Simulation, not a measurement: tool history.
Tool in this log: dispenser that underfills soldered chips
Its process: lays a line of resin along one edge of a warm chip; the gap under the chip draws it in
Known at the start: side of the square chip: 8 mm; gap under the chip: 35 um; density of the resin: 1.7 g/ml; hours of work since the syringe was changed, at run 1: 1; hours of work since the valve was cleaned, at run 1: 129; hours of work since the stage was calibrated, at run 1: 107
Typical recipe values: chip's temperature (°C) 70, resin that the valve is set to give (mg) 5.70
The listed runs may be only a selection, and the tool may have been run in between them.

run,hour,chip's temperature (°C),resin that the valve is set to give (mg),hours of work since the syringe was changed,hours of work since the valve was cleaned,hours of work since the stage was calibrated,time until the resin shows at the far edge (s),resin that the valve gave (mg)
1,0.0,70,5.70,1,129,107,36.1,4.95
# hour 3.6: dispensing valve cleaned and set on the balance
# hour 7.9: new syringe of resin
2,9.0,70,5.70,1,4,113,34.5,5.68
3,12.8,70,5.70,4,7,116,45.1,5.63
# hour 16.0: new syringe of resin
4,18.6,70,5.70,2,11,120,39.9,5.62
# hour 24.5: new syringe of resin
5,27.7,70,5.70,3,18,127,41.5,5.68
# hour 32.6: new syringe of resin
6,33.1,70,5.70,0,22,131,33.6,5.59
7,38.7,70,5.70,5,27,136,50.8,5.54
# hour 41.1: new syringe of resin
8,46.2,62,5.70,4,32,141,64.0,5.64
# hour 49.3: new syringe of resin
9,52.7,62,5.70,3,37,146,55.3,5.50
# hour 57.7: new syringe of resin
10,60.6,70,5.70,2,43,152,40.2,5.47
# hour 66.1: new syringe of resin
11,69.1,70,5.70,2,50,159,40.2,5.37
# hour 74.2: new syringe of resin
12,74.2,70,5.70,0,53,162,33.6,5.36
# hour 82.3: new syringe of resin
13,83.2,70,5.70,1,60,169,35.6,5.38
14,87.9,70,5.70,4,64,173,49.6,5.38
# hour 90.4: new syringe of resin
15,91.9,70,5.70,1,67,176,38.1,5.30
16,96.2,70,5.70,5,70,179,50.0,5.37
# hour 98.4: new syringe of resin
17,100.3,70,5.70,1,73,182,38.6,5.32
# hour 106.8: new syringe of resin
18,106.8,70,5.70,0,78,187,33.4,5.29
# hour 114.8: new syringe of resin
19,115.7,70,6.00,1,85,194,35.5,5.56
# hour 123.2: new syringe of resin
20,123.2,73,4.98,0,91,200,31.3,4.55
21,127.8,73,4.98,4,94,203,43.6,4.48
# hour 131.5: new syringe of resin
22,133.7,59,6.07,2,99,208,58.8,5.41
23,138.9,71,6.40,6,103,212,53.6,5.81
# hour 140.0: new syringe of resin
24,146.1,72,6.05,5,108,217,47.4,5.41
# hour 148.3: new syringe of resin
25,151.8,61,5.70,3,112,221,61.0,5.09
# hour 156.7: new syringe of resin
26,158.4,61,5.70,1,117,226,53.6,5.00
27,163.4,58,5.53,5,121,230,86.1,4.82
# hour 165.0: new syringe of resin
28,171.8,58,5.53,5,128,237,85.6,4.92
# hour 173.2: new syringe of resin
# hour 177.3: dispensing valve cleaned and set on the balance
29,177.3,72,5.28,2,0,240,39.7,5.31
# hour 182.7: new syringe of resin
30,184.2,72,5.28,1,5,245,35.7,5.20
# hour 190.9: new syringe of resin
31,193.4,72,5.28,2,12,252,37.1,5.19
# hour 199.2: new syringe of resin
32,199.2,70,6.50,0,17,257,33.3,6.47
33,205.7,70,6.31,5,22,262,52.9,6.16
# hour 207.7: new syringe of resin
34,209.6,56,5.02,1,25,265,68.2,4.97

Predict each of these 4 candidate next runs independently; none follows another, all start after run 34:
# hour 215.8: new syringe of resin
A,216.1,62,4.90,0,29,270,?,?
# hour 215.8: new syringe of resin
B,216.1,56,5.46,0,29,270,?,?
# hour 215.8: new syringe of resin
C,216.1,69,5.02,0,29,270,?,?
# hour 215.8: new syringe of resin
D,216.1,78,5.26,0,29,270,?,?

run,time until the resin shows at the far edge (s),resin that the valve gave (mg)
A,47.2,4.74
B,59.1,5.38
C,36.9,4.85
D,25.5,4.98
Had the tool no hidden state, the same runs would have come out as:
run,time until the resin shows at the far edge (s),resin that the valve gave (mg)
A,44.2,4.89
B,55.4,5.55
C,34.6,5.01
D,24.0,5.15
